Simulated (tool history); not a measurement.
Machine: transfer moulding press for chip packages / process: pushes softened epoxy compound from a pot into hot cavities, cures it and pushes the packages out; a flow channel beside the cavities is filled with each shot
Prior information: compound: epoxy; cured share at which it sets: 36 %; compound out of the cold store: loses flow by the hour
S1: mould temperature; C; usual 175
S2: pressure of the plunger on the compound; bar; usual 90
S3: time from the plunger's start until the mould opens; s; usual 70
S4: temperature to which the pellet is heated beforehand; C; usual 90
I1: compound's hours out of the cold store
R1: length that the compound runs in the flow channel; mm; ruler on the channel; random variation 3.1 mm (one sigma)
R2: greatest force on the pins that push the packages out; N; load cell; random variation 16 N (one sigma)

run   hour   S1     S2  S3  S4    I1   R1    R2
  1      0  175     90  70  90  29.3  707   954
  2   15.2  175     90  70  90  35.8  689  1055
  3   29.7  175     90  70  90    13  757  1199
      41.3  -- cavities cleaned with cleaning compound and waxed
  4   44.1  175     90  70  90  21.4  733  1456
  5   58.5  175     90  70  90  26.6  704  1387
  6     68  175     90  70  90  15.4  744  1438
  7   75.5  175     90  70  90  40.2  674  1253
  8   83.6  175     90  70  90  31.7  691  1353
  9   97.8  176     90  70  90  35.5  675  1190
     104.2  -- cavities cleaned with cleaning compound and waxed
 10  108.4  176     90  63  90  19.8  722   966
 11  121.6  175  104.3  99  98  12.5  795   536
 12  130.9  175  104.3  70  98  13.4  797  1000
 13  139.6  175   92.1  92  98  14.1  733   655

3 options for the next run, each taken on its own from the tool as it stands now. Forecast them:
       142  -- cavities cleaned with cleaning compound and waxed, once more
  A  149.5  175  105.3  104  95  24.6   ?   ?
       142  -- cavities cleaned with cleaning compound and waxed, once more
  B  149.5  170     90   70  90  46.1   ?   ?
       142  -- cavities cleaned with cleaning compound and waxed, once more
  C  149.5  175   79.8   75  90  38.2   ?   ?

run   R1    R2
  A  754   454
  B  664  1085
  C  626   641
Had the tool no hidden state, the same runs would have come out as:
run   R1   R2
  A  808  403
  B  712  991
  C  671  584
